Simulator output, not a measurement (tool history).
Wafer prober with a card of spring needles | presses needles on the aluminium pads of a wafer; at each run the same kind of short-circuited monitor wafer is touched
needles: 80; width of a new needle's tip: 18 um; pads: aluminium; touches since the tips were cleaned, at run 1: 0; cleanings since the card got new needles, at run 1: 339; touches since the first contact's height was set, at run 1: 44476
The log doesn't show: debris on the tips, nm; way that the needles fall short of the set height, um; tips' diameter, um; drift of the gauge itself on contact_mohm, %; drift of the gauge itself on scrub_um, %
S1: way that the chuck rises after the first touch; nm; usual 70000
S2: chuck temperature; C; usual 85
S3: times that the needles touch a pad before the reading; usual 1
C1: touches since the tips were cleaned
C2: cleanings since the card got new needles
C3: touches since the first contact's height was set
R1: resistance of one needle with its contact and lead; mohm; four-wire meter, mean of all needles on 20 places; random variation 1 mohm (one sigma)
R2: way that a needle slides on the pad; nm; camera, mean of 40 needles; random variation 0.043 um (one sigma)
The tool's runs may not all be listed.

run,hour,S1,S2,S3,C1,C2,C3,R1,R2
1,0,70000,85,1,0,339,44476,189,15330
# hour 6: tips cleaned on abrasive film
# hour 10.8: tips cleaned on abrasive film
# hour 16.9: tips cleaned on abrasive film
# hour 22.9: tips cleaned on abrasive film
# hour 28.9: tips cleaned on abrasive film
# hour 34.6: tips cleaned on abrasive film
2,34.6,70000,85,1,0,345,56523,188,15260
# hour 39.4: tips cleaned on abrasive film
# hour 44.2: tips cleaned on abrasive film
# hour 50.2: tips cleaned on abrasive film
# hour 56.3: tips cleaned on abrasive film
# hour 62.3: tips cleaned on abrasive film
# hour 68.3: tips cleaned on abrasive film
# hour 73.1: tips cleaned on abrasive film
# hour 79.1: tips cleaned on abrasive film
# hour 84: tips cleaned on abrasive film
# hour 90: tips cleaned on abrasive film
3,92,70000,85,1,703,355,76529,192,15190
# hour 95.6: tips cleaned on abrasive film
# hour 101.6: tips cleaned on abrasive film
# hour 106.5: tips cleaned on abrasive film
# hour 112.5: tips cleaned on abrasive film
# hour 118.5: tips cleaned on abrasive film
# hour 124.5: tips cleaned on abrasive film
# hour 130.5: tips cleaned on abrasive film
# hour 135.4: tips cleaned on abrasive film
# hour 141.4: tips cleaned on abrasive film
# hour 147.4: tips cleaned on abrasive film
# hour 152.3: tips cleaned on abrasive film
4,152.3,70000,85,1,0,366,97538,187,15010
# hour 157.2: tips cleaned on abrasive film
# hour 163.2: tips cleaned on abrasive film
# hour 168: tips cleaned on abrasive film
# hour 172.8: tips cleaned on abrasive film
# hour 178.9: tips cleaned on abrasive film
# hour 183.7: tips cleaned on abrasive film
# hour 189.7: tips cleaned on abrasive film
# hour 194.5: tips cleaned on abrasive film
# hour 200.5: tips cleaned on abrasive film
# hour 205.4: tips cleaned on abrasive film
# hour 210.2: tips cleaned on abrasive film
# hour 216.2: tips cleaned on abrasive film
# hour 221.1: tips cleaned on abrasive film
# hour 223.7: height of the first contact set anew
# hour 226.2: tips cleaned on abrasive film
5,229.3,70000,85,1,1102,380,1941,195,15690
# hour 231.8: tips cleaned on abrasive film
# hour 236.6: tips cleaned on abrasive film
# hour 242.6: tips cleaned on abrasive film
# hour 248.6: tips cleaned on abrasive film
# hour 254.6: tips cleaned on abrasive film
# hour 259.5: tips cleaned on abrasive film
# hour 265.5: tips cleaned on abrasive film
# hour 270.3: tips cleaned on abrasive film
# hour 276.3: tips cleaned on abrasive film
# hour 281.2: tips cleaned on abrasive film
# hour 287.2: tips cleaned on abrasive film
6,290.5,56000,85,1,1177,391,23260,205,12370
# hour 293: tips cleaned on abrasive film
# hour 297.8: tips cleaned on abrasive film
# hour 303.8: tips cleaned on abrasive film
# hour 308.7: tips cleaned on abrasive film
# hour 314.7: tips cleaned on abrasive film
# hour 319.5: tips cleaned on abrasive film
# hour 325.5: tips cleaned on abrasive film
# hour 330.4: tips cleaned on abrasive film
7,331.3,56000,91,1,346,399,37453,202,12270
# hour 336.2: tips cleaned on abrasive film
# hour 342.2: tips cleaned on abrasive film
# hour 347: tips cleaned on abrasive film
# hour 353: tips cleaned on abrasive film
# hour 359: tips cleaned on abrasive film
# hour 365.1: tips cleaned on abrasive film
# hour 371.1: tips cleaned on abrasive film
8,372.7,58000,85,1,592,406,51893,200,12560
# hour 376.4: tips cleaned on abrasive film
# hour 381.2: tips cleaned on abrasive film
# hour 387.2: tips cleaned on abrasive film
# hour 393.3: tips cleaned on abrasive film
# hour 399.3: tips cleaned on abrasive film
# hour 405.3: tips cleaned on abrasive film
9,408.6,70000,85,1,1164,412,64388,198,15190
# hour 411: tips cleaned on abrasive film
# hour 415.9: tips cleaned on abrasive film
# hour 421.9: tips cleaned on abrasive film
# hour 426.7: tips cleaned on abrasive film
# hour 431.5: tips cleaned on abrasive film
# hour 437.6: tips cleaned on abrasive film
# hour 442.4: tips cleaned on abrasive film
# hour 448.4: tips cleaned on abrasive film
# hour 453.2: tips cleaned on abrasive film
10,457.6,70000,64,1,1536,421,81449,195,14960
# hour 458.9: tips cleaned on abrasive film
# hour 464.9: tips cleaned on abrasive film
# hour 470.9: tips cleaned on abrasive film
# hour 476.9: tips cleaned on abrasive film
# hour 482.9: tips cleaned on abrasive film
# hour 487.7: tips cleaned on abrasive film
# hour 492.6: tips cleaned on abrasive film
# hour 498.6: tips cleaned on abrasive film
# hour 503.4: tips cleaned on abrasive film
# hour 509.4: tips cleaned on abrasive film
# hour 514.3: tips cleaned on abrasive film
# hour 520.3: tips cleaned on abrasive film
11,524.6,51000,73,2,1516,433,104785,211,10610
# hour 525.8: tips cleaned on abrasive film
# hour 530.7: tips cleaned on abrasive film
# hour 535.5: tips cleaned on abrasive film
# hour 541.5: tips cleaned on abrasive film
# hour 547.5: tips cleaned on abrasive film
# hour 553.6: tips cleaned on abrasive film
# hour 559.6: tips cleaned on abrasive film
# hour 565.6: tips cleaned on abrasive film
# hour 571.6: tips cleaned on abrasive film
# hour 575.5: height of the first contact set anew
# hour 577.9: tips cleaned on abrasive film
# hour 582.8: tips cleaned on abrasive film
# hour 588.8: tips cleaned on abrasive film
# hour 594.8: tips cleaned on abrasive film
# hour 600.8: tips cleaned on abrasive film
# hour 606.4: tips cleaned on abrasive film
12,606.4,51000,85,2,0,448,10764,199,11320
# hour 612.4: tips cleaned on abrasive film
# hour 624.4: card fitted with new needles
# hour 629.2: tips cleaned on abrasive film
# hour 634.1: tips cleaned on abrasive film
# hour 640.1: tips cleaned on abrasive film
# hour 644.9: tips cleaned on abrasive film
# hour 649.8: tips cleaned on abrasive film
# hour 655.8: tips cleaned on abrasive film
# hour 661.6: tips cleaned on abrasive film
13,661.6,51000,85,2,0,7,12928,186,11280
# hour 667.6: tips cleaned on abrasive film
# hour 673.6: tips cleaned on abrasive film
# hour 679.6: tips cleaned on abrasive film
# hour 684.4: tips cleaned on abrasive film
# hour 690.5: tips cleaned on abrasive film
# hour 695.3: tips cleaned on abrasive film
14,698.2,55000,33,2,1028,13,25705,179,12150
# hour 700.7: tips cleaned on abrasive film
# hour 705.5: tips cleaned on abrasive film
# hour 711.5: tips cleaned on abrasive film
# hour 717.5: tips cleaned on abrasive film
# hour 722.4: tips cleaned on abrasive film
# hour 728.4: tips cleaned on abrasive film
# hour 733.2: tips cleaned on abrasive film
15,734.6,70000,47,2,488,20,38362,174,15330
# hour 738.2: tips cleaned on abrasive film
# hour 743.1: tips cleaned on abrasive film
# hour 749.1: tips cleaned on abrasive film
# hour 755.1: tips cleaned on abrasive film
# hour 761.1: tips cleaned on abrasive film
# hour 765.9: tips cleaned on abrasive film
# hour 772: tips cleaned on abrasive film
# hour 776.8: tips cleaned on abrasive film
# hour 782.8: tips cleaned on abrasive film
# hour 787.6: tips cleaned on abrasive film
# hour 793.6: tips cleaned on abrasive film
# hour 799.7: tips cleaned on abrasive film
# hour 805.6: tips cleaned on abrasive film
16,805.6,70000,47,2,0,33,63087,174,15190
# hour 810.4: tips cleaned on abrasive film
# hour 815.3: tips cleaned on abrasive film
# hour 821.3: tips cleaned on abrasive film
# hour 826.1: tips cleaned on abrasive film
# hour 830.9: tips cleaned on abrasive film
# hour 836.9: tips cleaned on abrasive film
# hour 843: tips cleaned on abrasive film
# hour 847.8: tips cleaned on abrasive film
# hour 853.8: tips cleaned on abrasive film
# hour 859.8: tips cleaned on abrasive film
# hour 865.8: tips cleaned on abrasive film
# hour 870.7: tips cleaned on abrasive film
# hour 876.7: tips cleaned on abrasive film
17,881.1,70000,47,2,1549,46,89394,176,14930

3 ways to go on from here, each from the tool as it stands after run 17. What would each give?
# hour 882.3: tips cleaned on abrasive film
# hour 888.4: tips cleaned on abrasive film
# hour 893.2: tips cleaned on abrasive film
# hour 899.2: tips cleaned on abrasive film
# hour 905.2: tips cleaned on abrasive film
# hour 911.2: tips cleaned on abrasive film
# hour 916.1: tips cleaned on abrasive film
# hour 920.9: tips cleaned on abrasive film
# hour 926.9: tips cleaned on abrasive film
# hour 931.7: tips cleaned on abrasive film
# hour 936.6: tips cleaned on abrasive film
# hour 942.6: tips cleaned on abrasive film
# hour 948.6: tips cleaned on abrasive film
# hour 954.6: tips cleaned on abrasive film
# hour 960.6: tips cleaned on abrasive film
A,964.4,54000,82,1,1320,61,118409,?,?
# hour 882.3: tips cleaned on abrasive film
# hour 888.4: tips cleaned on abrasive film
# hour 893.2: tips cleaned on abrasive film
# hour 899.2: tips cleaned on abrasive film
# hour 905.2: tips cleaned on abrasive film
# hour 911.2: tips cleaned on abrasive film
# hour 916.1: tips cleaned on abrasive film
# hour 920.9: tips cleaned on abrasive film
# hour 926.9: tips cleaned on abrasive film
# hour 931.7: tips cleaned on abrasive film
# hour 936.6: tips cleaned on abrasive film
# hour 942.6: tips cleaned on abrasive film
# hour 948.6: tips cleaned on abrasive film
# hour 954.6: tips cleaned on abrasive film
# hour 960.6: tips cleaned on abrasive film
B,964.4,67000,30,1,1320,61,118409,?,?
# hour 882.3: tips cleaned on abrasive film
# hour 888.4: tips cleaned on abrasive film
# hour 893.2: tips cleaned on abrasive film
# hour 899.2: tips cleaned on abrasive film
# hour 905.2: tips cleaned on abrasive film
# hour 911.2: tips cleaned on abrasive film
# hour 916.1: tips cleaned on abrasive film
# hour 920.9: tips cleaned on abrasive film
# hour 926.9: tips cleaned on abrasive film
# hour 931.7: tips cleaned on abrasive film
# hour 936.6: tips cleaned on abrasive film
# hour 942.6: tips cleaned on abrasive film
# hour 948.6: tips cleaned on abrasive film
# hour 954.6: tips cleaned on abrasive film
# hour 960.6: tips cleaned on abrasive film
C,964.4,75000,85,1,1320,61,118409,?,?

run,R1,R2
A,195,11200
B,179,14040
C,186,15800
Without the tool's hidden state the same runs would have given:
run,R1,R2
A,183,12150
B,170,14980
C,180,16740
